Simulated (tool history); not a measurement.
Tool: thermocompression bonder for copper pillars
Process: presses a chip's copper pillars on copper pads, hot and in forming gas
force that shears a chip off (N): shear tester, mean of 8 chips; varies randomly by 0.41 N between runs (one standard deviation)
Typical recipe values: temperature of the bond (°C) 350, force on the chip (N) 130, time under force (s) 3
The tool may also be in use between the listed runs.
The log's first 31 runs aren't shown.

run	hour	temperature of the bond (°C)	force on the chip (N)	time under force (s)	hours of work since the heater was calibrated	hours of work since the force cell was calibrated	hours of work since the gas filter was changed	force that shears a chip off (N)
# hour 1612.8: forming gas filter changed
32	1642.5	344	119	2	562	228	19	39.2
33	1691.3	328	130	9	593	259	50	67.2
34	1730.6	370	130	3	618	284	75	61.0
35	1783.2	378	130	3	651	318	108	63.9
36	1829.4	331	130	5	681	347	138	54.3
37	1895.7	356	130	2	723	389	180	45.6
38	1963.1	361	130	3	766	432	223	55.5
# hour 1986.8: forming gas filter changed
39	2029.5	320	93	4	808	474	27	30.5

Branching from run 39: 4 alternative next runs. What would each branch give?
A	2091.5	344	138	8	847	513	67	?
B	2091.5	343	113	9	847	513	67	?
C	2091.5	350	130	3	847	513	67	?
D	2091.5	320	97	4	847	513	67	?

run	force that shears a chip off (N)
A	75.5
B	64.4
C	52.3
D	32.1
The same runs, with their run-to-run variation unchanged, on a tool lacking any hidden condition would have given:
run	force that shears a chip off (N)
A	80.5
B	68.9
C	56.1
D	35.0
